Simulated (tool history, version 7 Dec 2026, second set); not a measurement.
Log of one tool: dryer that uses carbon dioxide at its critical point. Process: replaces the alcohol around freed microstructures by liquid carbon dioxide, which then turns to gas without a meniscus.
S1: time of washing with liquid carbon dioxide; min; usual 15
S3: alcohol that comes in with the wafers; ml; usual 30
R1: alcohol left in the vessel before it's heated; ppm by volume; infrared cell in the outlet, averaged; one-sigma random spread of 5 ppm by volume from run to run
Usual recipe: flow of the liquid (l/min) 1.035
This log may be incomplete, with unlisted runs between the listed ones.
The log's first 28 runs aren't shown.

run 29 hour=279 | S1=17 flow_of_the_liquid_(l/min)=1.73 S3=21 | R1=59
run 30 hour=285.7 | S1=11 flow_of_the_liquid_(l/min)=0.71 S3=35 | R1=1358
run 31 hour=298.9 | S1=9 flow_of_the_liquid_(l/min)=0.95 S3=30 | R1=923
run 32 hour=311.8 | S1=15 flow_of_the_liquid_(l/min)=1.035 S3=81 | R1=278
run 33 hour=319.4 | S1=14 flow_of_the_liquid_(l/min)=1.035 S3=28 | R1=174
run 34 hour=334.1 | S1=14 flow_of_the_liquid_(l/min)=1.035 S3=28 | R1=180
run 35 hour=343 | S1=14 flow_of_the_liquid_(l/min)=1.035 S3=28 | R1=191
run 36 hour=350 | S1=14 flow_of_the_liquid_(l/min)=1.035 S3=34 | R1=218
run 37 hour=361.7 | S1=14 flow_of_the_liquid_(l/min)=1.035 S3=34 | R1=217
run 38 hour=372.1 | S1=15 flow_of_the_liquid_(l/min)=0.81 S3=116 | R1=1231
run 39 hour=386.7 | S1=15 flow_of_the_liquid_(l/min)=0.81 S3=116 | R1=1246
run 40 hour=397.1 | S1=15 flow_of_the_liquid_(l/min)=0.81 S3=116 | R1=1260
run 41 hour=405.3 | S1=16 flow_of_the_liquid_(l/min)=0.86 S3=83 | R1=587
run 42 hour=417.5 | S1=18 flow_of_the_liquid_(l/min)=0.67 S3=65 | R1=823

What does the tool deliver on the next run?
-- hour=419.6 inlet filter changed
run 43 hour=429.2 | S1=15 flow_of_the_liquid_(l/min)=0.82 S3=67 | R1=?

Run 43 gave R1 412 ppm by volume.
Take away the tool's hidden state, keep the run-to-run variation as it was, and the same run would have given R1 327 ppm by volume.

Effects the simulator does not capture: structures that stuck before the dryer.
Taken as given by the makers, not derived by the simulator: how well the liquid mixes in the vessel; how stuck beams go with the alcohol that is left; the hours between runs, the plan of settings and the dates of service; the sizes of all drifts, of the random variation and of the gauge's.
